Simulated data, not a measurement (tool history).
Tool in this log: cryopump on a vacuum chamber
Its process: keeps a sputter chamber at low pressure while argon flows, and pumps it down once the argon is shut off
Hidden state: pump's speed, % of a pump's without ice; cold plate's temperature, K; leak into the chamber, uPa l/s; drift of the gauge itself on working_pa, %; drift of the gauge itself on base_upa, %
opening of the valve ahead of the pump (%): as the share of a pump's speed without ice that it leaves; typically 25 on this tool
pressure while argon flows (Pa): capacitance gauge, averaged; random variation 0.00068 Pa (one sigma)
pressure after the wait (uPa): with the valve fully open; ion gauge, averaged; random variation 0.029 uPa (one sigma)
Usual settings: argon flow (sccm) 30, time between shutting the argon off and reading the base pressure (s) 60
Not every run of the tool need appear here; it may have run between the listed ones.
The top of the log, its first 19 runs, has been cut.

| run | hour | argon flow (sccm) | time between shutting the argon off and reading the base pressure (s) | opening of the valve ahead of the pump (%) | hours of work since the pump was warmed up and emptied | hours of work since the cold head was overhauled | hours of work since the chamber's fittings were tightened | pressure while argon flows (Pa) | pressure after the wait (uPa) |
|---|---|---|---|---|---|---|---|---|---|
| 20 | 428.2 | 30 | 60 | 25 | 440 | 440 | 1536 | 0.1238 | 1.93 |
| 21 | 448.0 | 30 | 60 | 19 | 449 | 449 | 1545 | 0.1627 | 1.91 |
| 22 | 468.4 | 46 | 55 | 39 | 459 | 459 | 1554 | 0.1280 | 2.14 |
| 23 | 499.1 | 27 | 27 | 25 | 473 | 473 | 1568 | 0.1134 | 3.41 |
| 24 | 516.8 | 30 | 25 | 25 | 481 | 481 | 1576 | 0.1265 | 3.63 |
| 25 | 531.5 | 30 | 25 | 25 | 487 | 487 | 1583 | 0.1263 | 3.73 |
| 26 | 552.9 | 29 | 250 | 51 | 497 | 497 | 1593 | 0.0658 | 1.05 |
| 27 | 565.9 | 16 | 256 | 25 | 503 | 503 | 1599 | 0.0674 | 1.07 |
| 28 | 589.3 | 16 | 256 | 25 | 513 | 513 | 1609 | 0.0680 | 1.12 |
| 29 | 614.7 | 16 | 256 | 25 | 525 | 525 | 1621 | 0.0677 | 1.09 |
| 30 | 638.5 | 16 | 256 | 21 | 536 | 536 | 1632 | 0.0784 | 1.09 |
| 31 | 651.8 | 14 | 36 | 28 | 542 | 542 | 1638 | 0.0542 | 2.82 |
| 32 | 681.2 | 25 | 52 | 50 | 555 | 555 | 1651 | 0.0576 | 2.25 |
| 33 | 705.4 | 25 | 52 | 50 | 566 | 566 | 1662 | 0.0583 | 2.30 |
| 34 | 734.0 | 39 | 60 | 37 | 579 | 579 | 1675 | 0.1184 | 2.05 |
| 35 | 750.1 | 13 | 169 | 18 | 586 | 586 | 1682 | 0.0765 | 1.30 |

Each row is a separate what-if for the run after 35, all from the same tool condition, not one after another. Results?
| A | 770.0 | 15 | 49 | 18 | 595 | 595 | 1691 | ? | ? |
| B | 770.0 | 45 | 60 | 28 | 595 | 595 | 1691 | ? | ? |
| C | 770.0 | 32 | 169 | 18 | 595 | 595 | 1691 | ? | ? |

| run | pressure while argon flows (Pa) | pressure after the wait (uPa) |
|---|---|---|
| A | 0.0875 | 2.39 |
| B | 0.1763 | 2.16 |
| C | 0.1850 | 1.30 |
With the hidden condition removed and each run's random variation left untouched, the same runs would have given:
| run | pressure while argon flows (Pa) | pressure after the wait (uPa) |
|---|---|---|
| A | 0.0808 | 1.69 |
| B | 0.1561 | 1.44 |
| C | 0.1708 | 0.59 |
